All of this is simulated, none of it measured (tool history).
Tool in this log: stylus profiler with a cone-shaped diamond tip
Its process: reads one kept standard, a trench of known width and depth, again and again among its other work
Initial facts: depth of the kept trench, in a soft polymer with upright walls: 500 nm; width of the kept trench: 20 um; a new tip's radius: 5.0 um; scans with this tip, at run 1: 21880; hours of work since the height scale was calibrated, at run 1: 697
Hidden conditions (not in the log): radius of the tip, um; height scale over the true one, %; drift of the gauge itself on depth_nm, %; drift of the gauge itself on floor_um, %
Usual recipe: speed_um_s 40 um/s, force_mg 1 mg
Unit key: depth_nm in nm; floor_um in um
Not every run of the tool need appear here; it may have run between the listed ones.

run	hour	speed_um_s	force_mg	scans with this tip	hours of work since the height scale was calibrated	depth_nm	floor_um
1	0	40	1	21880	697	503.21	13.4
# hour 32.2: new tip fitted, height scale calibrated
2	83.4	40	1	417	39	501.93	15.35
3	162.2	40	1	1061	98	502.23	15.28
4	221.4	40	1	1544	143	502.51	15.21
5	291.8	40	1	2118	196	502.54	15.15
6	376.4	40	1	2809	260	502.56	15.09
7	445.4	40	1	3371	312	502.49	15.02
8	507.1	40	1	3875	359	502.51	15.01
9	582.8	40	1	4492	416	502.75	14.88
10	674.4	40	1	5240	485	502.98	14.86
11	721.5	40	1	5624	521	503.12	14.82
12	762.9	40	0.75	5962	552	502.75	14.7
13	851.2	40	0.75	6682	619	502.95	14.68
14	933.7	20	1	7356	681	503.23	14.78
15	993.4	29	1	7843	726	503.15	14.71
16	1087.7	29	2.49	8612	798	505.2	14.65
17	1183.1	29	2.49	9390	870	505.39	14.61
18	1258.8	29	0.47	10008	927	503.15	14.34
19	1340.4	40	0.62	10674	989	503.34	14.25
20	1392.3	40	0.62	11098	1028	503.38	14.23
21	1443.1	40	0.62	11512	1066	503.69	14.22
22	1516.7	40	0.62	12112	1122	503.55	14.12
23	1585.6	64	1.37	12674	1174	504.84	14.06
24	1662.6	72	0.4	13303	1232	503.45	13.59
25	1727	72	0.4	13828	1281	503.65	13.52
# hour 1764.6: height scale calibrated on a step standard
26	1780	73	0.43	14257	12	500.92	13.52
27	1826.8	99	1.82	14638	47	502.81	13.76
28	1890.2	99	1.82	15156	95	502.84	13.75
29	1942	21	2.25	15578	134	503.32	14.09
30	2019.5	78	0.37	16211	193	501.05	13.27
31	2076.9	19	1.06	16679	236	502.25	14.02
32	2129.1	31	1.72	17105	275	503.27	13.83
33	2221.8	20	0.37	17861	346	501.51	13.79
34	2316.4	46	0.51	18633	417	501.71	13.46
35	2395	46	0.51	19275	476	501.86	13.48
36	2479.8	28	1.66	19966	541	503.37	13.65
37	2548.7	28	1.66	20529	593	503.61	13.65
38	2628.8	28	1.66	21182	653	503.83	13.61
39	2692	28	1.66	21697	701	503.73	13.56
40	2735.8	28	1.66	22055	734	503.63	13.53
# hour 2752.5: new tip fitted, height scale calibrated
41	2808.3	62	0.7	455	42	501.73	15.08
42	2855	136	2.37	836	77	503.58	14.95
43	2897.7	21	1.16	1184	110	502.19	15.36
44	2954	40	2.4	1644	152	503.73	15.29

Entry by entry between the runs, the difference in hidden state between the last listed run before and the first listed run after:
Logged between run 1 and run 2: new tip fitted, height scale calibrated (hour 32.2)
  radius of the tip, um: 10.19 -> 5.04; height scale over the true one, %: 0.285 -> 0.036
  measured minus no-state result, depth_nm: +1.43 -> +0.18 nm; floor_um: -1.94 -> -0.02 um
Logged between run 25 and run 26: height scale calibrated on a step standard (hour 1764.6)
  radius of the tip, um: 8.27 -> 8.38; height scale over the true one, %: 0.51 -> -0.038
  measured minus no-state result, depth_nm: +2.56 -> -0.19 nm; floor_um: -1.3 -> -1.35 um
Logged between run 40 and run 41: new tip fitted, height scale calibrated (hour 2752.5)
  radius of the tip, um: 10.25 -> 5.13; height scale over the true one, %: 0.237 -> 0.015
  measured minus no-state result, depth_nm: +1.19 -> +0.07 nm; floor_um: -1.97 -> -0.06 um
